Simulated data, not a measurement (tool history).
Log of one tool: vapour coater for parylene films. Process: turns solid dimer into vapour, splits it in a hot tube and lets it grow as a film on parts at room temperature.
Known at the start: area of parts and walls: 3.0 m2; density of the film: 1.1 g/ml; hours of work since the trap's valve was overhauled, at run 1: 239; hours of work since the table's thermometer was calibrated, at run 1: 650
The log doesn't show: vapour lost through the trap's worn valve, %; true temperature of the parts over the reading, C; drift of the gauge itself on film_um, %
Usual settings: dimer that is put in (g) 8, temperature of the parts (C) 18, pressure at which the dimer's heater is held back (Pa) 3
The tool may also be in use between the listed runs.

run,hour,dimer that is put in (g),temperature of the parts (C),pressure at which the dimer's heater is held back (Pa),hours of work since the trap's valve was overhauled,hours of work since the table's thermometer was calibrated,thickness of the film (nm)
1,0,8,18,3,239,650,1540
2,23.9,9,18,3,256,667,1740
3,39,9,18,3,267,677,1760
4,55,9,18,3,279,689,1740
5,66.2,9,18,3,287,697,1780
6,89.9,9,18,3,303,714,1730
7,109.2,8,18,3,317,728,1540
8,133.9,8,18,3,335,745,1530
9,157.9,8,18,6.53,352,762,1230
10,180.4,8,18,6.53,368,778,1260
11,204.5,8,18,6.53,385,796,1260
12,228.7,6,18,3,402,813,1110
13,253.4,6,18,3,420,830,1070
14,265.2,6,18,3,429,839,1150
15,276.5,8,18,2.95,437,847,1460
16,287.8,8,18,2.04,445,855,1620
17,303.1,8,18,2.04,456,866,1590
18,323,8,18,2.04,470,880,1600
19,333.9,8,14,3,478,888,1770
# hour 341.2: table's thermometer calibrated
20,349.6,8,18,3,488,6,1520
21,362.1,8,18,3,497,15,1540
22,389.1,8,18,3,516,34,1500
23,414.8,6,18,3,535,52,1180
24,437.7,6,18,3,551,69,1110
25,450.5,8,20,3,560,78,1390
26,474.9,4,18,3,577,95,770
27,490.3,4,18,3,588,106,740
28,501.5,4,18,3,596,114,770
29,521.7,5,12,3,611,129,1230
30,538.4,5,21,5.71,623,141,690
31,559.5,5,21,5.71,638,156,700
# hour 569.7: trap's valve overhauled
32,580.3,7,21,10.54,8,168,1000
33,607.1,7,11,3,27,187,2070
34,621.9,4,15,11.01,37,197,740
35,647.2,8,22,3.82,55,215,1320
36,673.2,6,18,3,74,234,1280
37,685.3,4,16,7.82,82,243,730
38,703.1,8,11,3.25,95,255,2360
39,714.4,5,11,4.59,103,263,1350
40,727.8,8,18,2.38,113,273,1720
41,744.9,4,23,3.27,125,285,650
42,765,8,18,3.18,139,299,1610
43,786.8,4,18,3,155,315,840
44,806.6,8,13,6.34,169,329,1730
45,819.1,8,13,6.34,178,338,1750
46,837.7,8,13,6.34,191,351,1760
47,851.7,5,18,5.15,201,361,890

Some steps in thickness of the film (nm) between neighbouring runs. How much of each would the tool show without its hidden state too (settings, what came in, random variation), and how much is left for the hidden state, with any gauge scatter that isn't in both results?
Run 19 -> 20: temperature of the parts (C) 14 -> 18, table's thermometer calibrated. thickness of the film (nm) -250: hidden state +140, all else -390.
Run 25 -> 26: dimer that is put in (g) 8 -> 4, temperature of the parts (C) 20 -> 18. thickness of the film (nm) -620: hidden state +100, all else -720.
Run 31 -> 32: dimer that is put in (g) 5 -> 7, pressure at which the dimer's heater is held back (Pa) 5.71 -> 10.54, trap's valve overhauled. thickness of the film (nm) +300: hidden state +110, all else +190.
Run 32 -> 33: temperature of the parts (C) 21 -> 11, pressure at which the dimer's heater is held back (Pa) 10.54 -> 3. thickness of the film (nm) +1070: hidden state +0, all else +1070.
Run 33 -> 34: dimer that is put in (g) 7 -> 4, temperature of the parts (C) 11 -> 15, pressure at which the dimer's heater is held back (Pa) 3 -> 11.01. thickness of the film (nm) -1330: hidden state +0, all else -1330.
Run 37 -> 38: dimer that is put in (g) 4 -> 8, temperature of the parts (C) 16 -> 11, pressure at which the dimer's heater is held back (Pa) 7.82 -> 3.25. thickness of the film (nm) +1630: hidden state -40, all else +1670.
